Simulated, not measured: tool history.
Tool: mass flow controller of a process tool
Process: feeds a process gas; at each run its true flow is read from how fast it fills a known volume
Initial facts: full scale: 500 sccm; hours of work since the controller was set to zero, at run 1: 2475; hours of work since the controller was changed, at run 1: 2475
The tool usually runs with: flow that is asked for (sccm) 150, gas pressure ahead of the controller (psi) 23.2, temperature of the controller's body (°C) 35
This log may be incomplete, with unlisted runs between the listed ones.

| run | hour | flow that is asked for (sccm) | gas pressure ahead of the controller (psi) | temperature of the controller's body (°C) | hours of work since the controller was set to zero | hours of work since the controller was changed | true flow (%) |
|---|---|---|---|---|---|---|---|
| 1 | 0.0 | 150 | 23.2 | 35 | 2475 | 2475 | 101.78 |
| 2 | 310.7 | 150 | 23.2 | 22 | 2704 | 2704 | 102.52 |
| 3 | 562.0 | 150 | 23.2 | 22 | 2890 | 2890 | 102.81 |
| 4 | 872.4 | 150 | 23.2 | 21 | 3119 | 3119 | 103.19 |
| 5 | 1167.7 | 150 | 23.2 | 21 | 3336 | 3336 | 103.49 |
| 6 | 1445.1 | 203 | 23.2 | 35 | 3541 | 3541 | 102.78 |
| 7 | 1596.2 | 203 | 23.2 | 35 | 3653 | 3653 | 102.94 |
| 8 | 1850.7 | 150 | 29.0 | 35 | 3840 | 3840 | 103.22 |
| 9 | 2022.9 | 55 | 21.2 | 35 | 3967 | 3967 | 107.23 |
| 10 | 2276.0 | 150 | 33.1 | 29 | 4154 | 4154 | 103.61 |
|  | 2299.3 | controller's zero set anew |
| 11 | 2578.0 | 137 | 27.1 | 39 | 206 | 4376 | 104.41 |
| 12 | 2808.5 | 137 | 27.1 | 39 | 376 | 4546 | 104.71 |
| 13 | 2995.5 | 137 | 27.1 | 39 | 514 | 4684 | 104.90 |
|  | 3096.8 | controller's zero set anew, once more |
| 14 | 3228.4 | 137 | 27.1 | 39 | 97 | 4856 | 101.59 |
| 15 | 3386.1 | 150 | 31.9 | 29 | 213 | 4972 | 102.13 |

Branching from run 15: 5 alternative next runs. What would each branch give?
| A | 3681.1 | 150 | 33.1 | 29 | 431 | 5190 | ? |
| B | 3681.1 | 225 | 25.1 | 28 | 431 | 5190 | ? |
| C | 3681.1 | 144 | 20.9 | 26 | 431 | 5190 | ? |
| D | 3681.1 | 150 | 24.9 | 27 | 431 | 5190 | ? |
| E | 3681.1 | 68 | 34.1 | 29 | 431 | 5190 | ? |

| run | true flow (%) |
|---|---|
| A | 102.29 |
| B | 102.93 |
| C | 103.01 |
| D | 102.88 |
| E | 102.25 |
What these runs would have given with no unlogged condition in the tool:
| run | true flow (%) |
|---|---|
| A | 98.01 |
| B | 98.77 |
| C | 98.73 |
| D | 98.61 |
| E | 97.59 |

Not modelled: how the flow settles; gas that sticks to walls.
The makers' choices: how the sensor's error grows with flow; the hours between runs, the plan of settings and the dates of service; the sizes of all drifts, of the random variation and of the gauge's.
